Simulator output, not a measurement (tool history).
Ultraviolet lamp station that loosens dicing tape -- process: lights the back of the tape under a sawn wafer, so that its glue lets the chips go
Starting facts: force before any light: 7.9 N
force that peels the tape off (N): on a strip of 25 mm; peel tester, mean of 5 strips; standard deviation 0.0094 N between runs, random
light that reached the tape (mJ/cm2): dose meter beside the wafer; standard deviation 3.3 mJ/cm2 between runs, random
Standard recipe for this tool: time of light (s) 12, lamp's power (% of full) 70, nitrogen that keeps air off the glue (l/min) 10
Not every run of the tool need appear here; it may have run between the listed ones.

run,hour,time of light (s),lamp's power (% of full),nitrogen that keeps air off the glue (l/min),force that peels the tape off (N),light that reached the tape (mJ/cm2)
1,0.0,12,70,10,0.385,520
2,7.0,12,68,10,0.426,498
3,13.4,12,70,10,0.405,511
4,23.2,12,70,10,0.396,509
5,30.4,12,70,10,0.386,512
6,40.2,12,70,10,0.408,507
7,49.9,12,70,10,0.382,505
8,59.0,12,70,10,0.395,515
9,67.9,12,70,10,0.402,513
10,77.7,12,70,10,0.393,513
11,88.0,12,70,10,0.383,514
12,92.9,12,70,10,0.408,509
13,101.3,12,70,10,0.386,511
14,109.9,12,70,10,0.376,512
15,116.8,12,70,10,0.383,519
16,121.9,12,70,10,0.401,513
17,128.7,12,70,10,0.396,512
18,133.7,12,97,10,0.211,711
19,139.1,12,97,10,0.203,709
20,148.2,12,70,16,0.257,509
21,157.4,14,70,10,0.282,596
22,167.3,14,70,10,0.282,594
23,174.9,22,84,14,0.138,1130
24,182.3,12,76,3,0.919,559
25,191.2,23,61,3,0.365,859
# hour 194.0: window cleaned of glue's vapour
26,196.4,23,61,3,0.360,858
27,203.9,9,76,10,0.643,414
28,209.2,9,76,10,0.608,420
29,214.5,9,76,10,0.599,416
30,222.1,9,76,10,0.613,415
31,231.1,16,90,10,0.165,883
32,236.2,16,90,10,0.161,876
33,246.6,19,71,8,0.188,830
34,255.6,16,83,6,0.234,811
35,262.8,19,83,6,0.177,967
36,272.3,12,70,6,0.617,508
37,278.2,18,66,16,0.177,722
38,284.8,16,97,6,0.179,946
39,293.3,16,97,6,0.178,952
40,303.7,16,70,4,0.461,685
41,312.9,8,70,17,0.674,340
42,321.4,18,68,3,0.474,745
43,326.2,12,76,9,0.362,553

Below are 4 alternative next runs, each starting from the tool's condition after run 43. Predict each:
A,335.7,12,74,6,?,?
B,335.7,14,70,10,?,?
C,335.7,21,83,9,?,?
D,335.7,19,70,10,?,?

run,force that peels the tape off (N),light that reached the tape (mJ/cm2)
A,0.539,544
B,0.282,602
C,0.153,1060
D,0.174,814
Take away the tool's hidden state, keep each run's random variation, and the runs would have read:
run,force that peels the tape off (N),light that reached the tape (mJ/cm2)
A,0.538,544
B,0.281,603
C,0.153,1061
D,0.174,814

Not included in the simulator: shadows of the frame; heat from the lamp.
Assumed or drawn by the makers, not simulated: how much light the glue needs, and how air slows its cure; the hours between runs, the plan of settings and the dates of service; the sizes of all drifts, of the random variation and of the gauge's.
